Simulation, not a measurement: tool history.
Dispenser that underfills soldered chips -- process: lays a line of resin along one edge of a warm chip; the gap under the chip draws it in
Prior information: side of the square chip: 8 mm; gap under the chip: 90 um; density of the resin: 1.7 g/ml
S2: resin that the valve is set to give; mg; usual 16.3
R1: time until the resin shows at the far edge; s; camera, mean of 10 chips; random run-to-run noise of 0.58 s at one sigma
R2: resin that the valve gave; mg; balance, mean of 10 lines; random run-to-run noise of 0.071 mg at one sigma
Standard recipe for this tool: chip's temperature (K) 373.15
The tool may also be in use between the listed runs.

Run 1, hour 0: usual settings. Result: R1 85.3 s, R2 16.03 mg.
At hour 1: new syringe of resin.
Run 2, hour 7.1: usual settings. Result: R1 60.6 s, R2 16.17 mg.
Run 3, hour 12.7: usual settings but chip's temperature (K) 387.15. Result: R1 51.3 s, R2 15.96 mg.
At hour 16.7: new syringe of resin.
Run 4, hour 19: usual settings but S2 19.1 mg. Result: R1 51.3 s, R2 18.65 mg.
Run 5, hour 24.6: usual settings but S2 19.1 mg. Result: R1 65.6 s, R2 18.76 mg.
Run 6, hour 30: usual settings but S2 19.1 mg. Result: R1 81 s, R2 18.5 mg.

Forecast run 7:
At hour 32.5: new syringe of resin.
Run 7, hour 34.2: usual settings but chip's temperature (K) 372.15, S2 13.9 mg. Result: R1 ?, R2 ?.

{"run 7": {"R1": 52.9, "R2": 13.45}}
Had the tool carried no hidden state, the very same run would have given R1 51.9 s, R2 13.79 mg.

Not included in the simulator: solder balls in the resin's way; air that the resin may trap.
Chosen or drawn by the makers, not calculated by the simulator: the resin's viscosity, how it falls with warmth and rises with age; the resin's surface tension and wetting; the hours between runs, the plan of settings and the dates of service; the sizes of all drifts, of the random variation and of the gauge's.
